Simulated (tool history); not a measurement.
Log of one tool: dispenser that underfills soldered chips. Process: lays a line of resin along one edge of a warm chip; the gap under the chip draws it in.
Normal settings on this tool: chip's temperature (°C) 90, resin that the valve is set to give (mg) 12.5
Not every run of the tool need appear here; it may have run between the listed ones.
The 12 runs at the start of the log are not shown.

| run | day | chip's temperature (°C) | resin that the valve is set to give (mg) | time until the resin shows at the far edge (s) | resin that the valve gave (mg) |
|---|---|---|---|---|---|
| 13 | 2.783 | 90 | 11.8 | 43.3 | 11.63 |
|  | 2.875 | new syringe of resin |
| 14 | 3.133 | 80 | 12.5 | 54.4 | 12.2 |
|  | 3.354 | new syringe of resin |
| 15 | 3.429 | 80 | 12.5 | 47.1 | 12.22 |
| 16 | 3.612 | 80 | 12.5 | 55.9 | 12.17 |
|  | 3.842 | new syringe of resin |
| 17 | 3.879 | 90 | 12.5 | 31.1 | 12.11 |
| 18 | 4.183 | 90 | 12.5 | 41.9 | 11.97 |
|  | 4.312 | new syringe of resin |
| 19 | 4.55 | 90 | 12.5 | 37.6 | 12.02 |
|  | 4.621 | dispensing valve cleaned and set on the balance |
| 20 | 4.762 | 90 | 12.5 | 44.8 | 12.46 |
|  | 4.842 | new syringe of resin |
| 21 | 5.012 | 98 | 15.9 | 25.9 | 15.78 |
| 22 | 5.221 | 98 | 15.9 | 32.1 | 15.8 |
|  | 5.321 | new syringe of resin |
| 23 | 5.542 | 97 | 14.9 | 28.6 | 14.66 |
| 24 | 5.712 | 102 | 12.3 | 27.9 | 12.06 |
|  | 5.796 | new syringe of resin |
| 25 | 6.079 | 87 | 15.3 | 43.6 | 14.94 |
|  | 6.288 | new syringe of resin |
| 26 | 6.292 | 80 | 12.2 | 44.6 | 11.9 |
| 27 | 6.592 | 78 | 14.3 | 62.9 | 13.86 |
|  | 6.779 | new syringe of resin |
| 28 | 6.842 | 78 | 14.3 | 49.4 | 13.85 |
| 29 | 7.104 | 78 | 14.3 | 62 | 13.81 |
|  | 7.254 | new syringe of resin |
| 30 | 7.396 | 94 | 15.7 | 30.3 | 15.04 |
|  | 7.588 | dispensing valve cleaned and set on the balance |
| 31 | 7.712 | 76 | 15.6 | 75.8 | 15.59 |
|  | 7.779 | new syringe of resin |
| 32 | 8.046 | 76 | 15.6 | 64.8 | 15.55 |
| 33 | 8.208 | 87 | 14.6 | 48.8 | 14.54 |
|  | 8.271 | new syringe of resin |
| 34 | 8.521 | 87 | 14.6 | 43 | 14.49 |

Each row is a separate what-if for the run after 34, all from the same tool condition, not one after another. Results?
|  | 8.738 | new syringe of resin |
| A | 8.804 | 76 | 13.7 | ? | ? |
|  | 8.738 | new syringe of resin |
| B | 8.804 | 83 | 10.7 | ? | ? |
|  | 8.738 | new syringe of resin |
| C | 8.804 | 90 | 11.2 | ? | ? |
|  | 8.738 | new syringe of resin |
| D | 8.804 | 85 | 11.5 | ? | ? |
|  | 8.738 | new syringe of resin |
| E | 8.804 | 79 | 11.4 | ? | ? |

| run | time until the resin shows at the far edge (s) | resin that the valve gave (mg) |
|---|---|---|
| A | 54.6 | 13.54 |
| B | 42.9 | 10.55 |
| C | 32.2 | 11.09 |
| D | 38.7 | 11.31 |
| E | 49.4 | 11.28 |
Without the tool's hidden state the same runs would have given:
| run | time until the resin shows at the far edge (s) | resin that the valve gave (mg) |
|---|---|---|
| A | 47 | 13.72 |
| B | 37.1 | 10.69 |
| C | 27.8 | 11.23 |
| D | 33.4 | 11.46 |
| E | 42.5 | 11.43 |

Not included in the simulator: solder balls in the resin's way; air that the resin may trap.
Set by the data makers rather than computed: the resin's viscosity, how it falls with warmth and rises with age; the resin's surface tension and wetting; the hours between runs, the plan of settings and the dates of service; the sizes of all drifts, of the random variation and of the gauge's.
